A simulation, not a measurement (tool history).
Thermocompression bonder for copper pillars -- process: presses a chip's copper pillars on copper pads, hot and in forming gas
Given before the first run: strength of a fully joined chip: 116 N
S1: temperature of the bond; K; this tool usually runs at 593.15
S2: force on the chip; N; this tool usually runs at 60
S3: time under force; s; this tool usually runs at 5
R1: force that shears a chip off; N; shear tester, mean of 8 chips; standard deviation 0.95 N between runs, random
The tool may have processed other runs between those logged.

run   hour      S1  S2  S3    R1
  1      0  593.15  60   5  79.2
  2   21.7  593.15  66   5  80.2
  3   58.4  593.15  60   5  79.3
  4   77.7  593.15  60   5  76.1
  5  104.5  593.15  60   5  76.6
  6  129.7  593.15  60   3  65.4
  7  155.2  593.15  40   5    59
  8  187.6  593.15  40   5  59.8
  9  225.6  593.15  40   5  57.2
 10  266.2  593.15  40   5  56.2
 11  301.5  609.15  60   5  81.8
 12  340.5  593.15  76   5  81.4
     352.4  -- heater calibrated with a thermocouple chip
 13  376.1  593.15  76   5    76
     391.1  -- force cell calibrated
 14  418.3  593.15  76   5  73.3
 15  451.2  602.15  86  11  95.7
 16  479.9  592.15  86  11  90.3
     518.3  -- heater calibrated with a thermocouple chip, once more
 17  518.3  592.15  86  11  97.2
 18  553.8  591.15  60   6  76.1
 19  587.9  617.15  79   4  90.3
 20  619.2  623.15  45   5  76.7
 21  639.1  577.15  45   9  65.2
     667.1  -- forming gas filter changed
 22  678.2  603.15  45   9  84.9
 23  700.4  579.15  72   5    81
 24  732.2  622.15  41   8    87
 25  756.8  593.15  54   5  73.7
 26  796.7  593.15  54   5  74.3
 27  819.5  616.15  54   8    94

Consider 4 possible next runs. They are alternatives, not a sequence: every one starts from the tool as it was left by run 27. What does each give?
  A  837.4  616.15  54  12   ?
  B  837.4  568.15  60   3   ?
  C  837.4  567.15  37   8   ?
  D  837.4  581.15  54   5   ?

run    R1
  A  97.2
  B  52.2
  C  53.1
  D  65.6
With the hidden condition removed and each run's random variation left untouched, the same runs would have given:
run    R1
  A   101
  B  55.5
  C  56.4
  D  69.3
